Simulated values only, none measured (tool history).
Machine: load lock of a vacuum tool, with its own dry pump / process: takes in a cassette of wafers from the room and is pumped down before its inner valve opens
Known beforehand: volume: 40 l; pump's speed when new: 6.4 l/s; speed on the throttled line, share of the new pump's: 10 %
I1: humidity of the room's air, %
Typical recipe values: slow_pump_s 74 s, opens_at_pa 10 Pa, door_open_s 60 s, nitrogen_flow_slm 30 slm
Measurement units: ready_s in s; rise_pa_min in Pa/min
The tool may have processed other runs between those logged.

run 1 hour=0 | slow_pump_s=74 opens_at_pa=10 door_open_s=60 nitrogen_flow_slm=30 | I1=43.7 | ready_s=126 rise_pa_min=0.087
run 2 hour=459.9 | slow_pump_s=74 opens_at_pa=10 door_open_s=60 nitrogen_flow_slm=30 | I1=43.5 | ready_s=126.1 rise_pa_min=0.103
run 3 hour=954.6 | slow_pump_s=74 opens_at_pa=10 door_open_s=60 nitrogen_flow_slm=30 | I1=47.4 | ready_s=126.5 rise_pa_min=0.115
run 4 hour=1462.5 | slow_pump_s=74 opens_at_pa=10 door_open_s=60 nitrogen_flow_slm=30 | I1=45.5 | ready_s=125.9 rise_pa_min=0.122
run 5 hour=1898.4 | slow_pump_s=74 opens_at_pa=10 door_open_s=60 nitrogen_flow_slm=30 | I1=46.3 | ready_s=126 rise_pa_min=0.133
run 6 hour=2146.8 | slow_pump_s=74 opens_at_pa=10 door_open_s=60 nitrogen_flow_slm=30 | I1=43.3 | ready_s=127 rise_pa_min=0.139
run 7 hour=2566.5 | slow_pump_s=74 opens_at_pa=10 door_open_s=60 nitrogen_flow_slm=30 | I1=44.4 | ready_s=126.5 rise_pa_min=0.149
run 8 hour=2807.4 | slow_pump_s=74 opens_at_pa=10 door_open_s=60 nitrogen_flow_slm=30 | I1=40.1 | ready_s=126.2 rise_pa_min=0.153
run 9 hour=3230.9 | slow_pump_s=74 opens_at_pa=10 door_open_s=60 nitrogen_flow_slm=30 | I1=43.9 | ready_s=126.5 rise_pa_min=0.173
run 10 hour=3479.1 | slow_pump_s=74 opens_at_pa=15 door_open_s=60 nitrogen_flow_slm=30 | I1=43.3 | ready_s=124 rise_pa_min=0.171
run 11 hour=3882 | slow_pump_s=74 opens_at_pa=15 door_open_s=60 nitrogen_flow_slm=30 | I1=45.8 | ready_s=124.2 rise_pa_min=0.185
run 12 hour=4391.3 | slow_pump_s=74 opens_at_pa=10 door_open_s=60 nitrogen_flow_slm=30 | I1=44.6 | ready_s=126.9 rise_pa_min=0.205
run 13 hour=4855.3 | slow_pump_s=74 opens_at_pa=10 door_open_s=60 nitrogen_flow_slm=30 | I1=44.3 | ready_s=126.4 rise_pa_min=0.218
run 14 hour=5236.6 | slow_pump_s=74 opens_at_pa=7 door_open_s=28 nitrogen_flow_slm=30 | I1=44.6 | ready_s=129.2 rise_pa_min=0.228
run 15 hour=5668.1 | slow_pump_s=78 opens_at_pa=10 door_open_s=60 nitrogen_flow_slm=4 | I1=43.5 | ready_s=131.6 rise_pa_min=0.283
run 16 hour=6159 | slow_pump_s=78 opens_at_pa=10 door_open_s=60 nitrogen_flow_slm=4 | I1=43.6 | ready_s=131.1 rise_pa_min=0.31
run 17 hour=6420 | slow_pump_s=147 opens_at_pa=10 door_open_s=60 nitrogen_flow_slm=30 | I1=43.4 | ready_s=192.9 rise_pa_min=0.274
run 18 hour=6683.1 | slow_pump_s=57 opens_at_pa=12 door_open_s=27 nitrogen_flow_slm=30 | I1=43.7 | ready_s=110.9 rise_pa_min=0.271
run 19 hour=7126.8 | slow_pump_s=94 opens_at_pa=12 door_open_s=75 nitrogen_flow_slm=30 | I1=47.4 | ready_s=144.3 rise_pa_min=0.302
run 20 hour=7538.4 | slow_pump_s=94 opens_at_pa=12 door_open_s=75 nitrogen_flow_slm=30 | I1=42.7 | ready_s=144.8 rise_pa_min=0.305
run 21 hour=7802.4 | slow_pump_s=78 opens_at_pa=8 door_open_s=75 nitrogen_flow_slm=30 | I1=45.2 | ready_s=133.4 rise_pa_min=0.331
run 22 hour=8280.8 | slow_pump_s=74 opens_at_pa=10 door_open_s=75 nitrogen_flow_slm=30 | I1=44.8 | ready_s=127.1 rise_pa_min=0.336

Run 23 has not been measured yet. What should we expect?
run 23 hour=8806.1 | slow_pump_s=74 opens_at_pa=14 door_open_s=25 nitrogen_flow_slm=30 | I1=44.2 | ready_s=? rise_pa_min=?

Run 23 came out at ready_s 126.4 s, rise_pa_min 0.35 Pa/min.
Without the tool's hidden state the same run would have given ready_s 123.1 s, rise_pa_min 0.02 Pa/min.
